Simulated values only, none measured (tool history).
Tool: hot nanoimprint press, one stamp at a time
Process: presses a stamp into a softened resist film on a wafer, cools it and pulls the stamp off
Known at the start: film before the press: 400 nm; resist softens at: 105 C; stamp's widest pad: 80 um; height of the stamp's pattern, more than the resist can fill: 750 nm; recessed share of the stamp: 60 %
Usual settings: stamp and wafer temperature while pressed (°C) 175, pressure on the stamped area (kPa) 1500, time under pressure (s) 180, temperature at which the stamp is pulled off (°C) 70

run	day	stamp and wafer temperature while pressed (°C)	pressure on the stamped area (kPa)	time under pressure (s)	temperature at which the stamp is pulled off (°C)	resist left under the stamp's widest pad (angstrom)	greatest force while the stamp is pulled off (N)
1	0	175	1500	180	70	1994	169
2	2.35	175	1500	180	70	1992	170
3	4.796	175	1500	180	70	1985	168
# day 6.262: plate thermocouple calibrated
4	7.35	175	1500	180	70	1988	170
5	9.229	175	1500	180	70	1991	168
6	11.129	175	1500	180	70	1996	160
7	13.371	182	1500	180	70	1390	166
8	14.817	175	1500	151	70	2127	171
# day 17.058: stamp cleaned and given a new release coat
9	17.296	175	1500	151	70	2120	170
10	19.904	175	1500	151	70	2122	167
11	21.771	175	1500	180	70	1991	166
12	23.892	175	1500	180	70	1997	165
13	26.479	175	1500	180	70	1993	165
14	28.488	175	1500	115	70	2314	170
15	29.804	175	1500	180	70	1981	166
16	31.912	175	1500	180	70	1982	161
17	33.354	175	2340	175	55	1670	221
# day 33.646: plate thermocouple calibrated
18	36.017	175	2340	121	59	1940	209
19	37.204	165	2340	121	70	2992	173
20	39.467	175	1500	111	57	2346	217
21	40.692	175	1500	199	70	1909	168
# day 41.1: stamp cleaned and given a new release coat
22	42.725	175	1000	351	63	1794	190
23	45.488	170	1850	206	58	2235	209
24	47.05	186	1500	180	70	1123	168
25	49.829	177	1500	134	70	1994	168
26	51.762	177	1500	134	70	2002	166
27	54.088	177	1500	134	70	1997	169
28	55.525	177	1500	318	60	1413	200
29	56.838	175	1500	94	58	2458	220
30	59.496	184	1500	94	58	1640	213
# day 61.079: plate thermocouple calibrated
31	61.85	184	1500	94	58	1637	202

3 ways to go on from here, each from the tool as it stands after run 31. What would each give?
# day 62.167: gauge calibrated
A	63.083	175	1510	180	63	?	?
# day 62.167: gauge calibrated
B	63.083	175	1500	180	63	?	?
# day 62.167: gauge calibrated
C	63.083	175	1280	180	70	?	?

run	resist left under the stamp's widest pad (angstrom)	greatest force while the stamp is pulled off (N)
A	1995	195
B	2000	196
C	2126	166
Without the tool's hidden state the same runs would have given:
run	resist left under the stamp's widest pad (angstrom)	greatest force while the stamp is pulled off (N)
A	1994	193
B	1999	194
C	2125	165
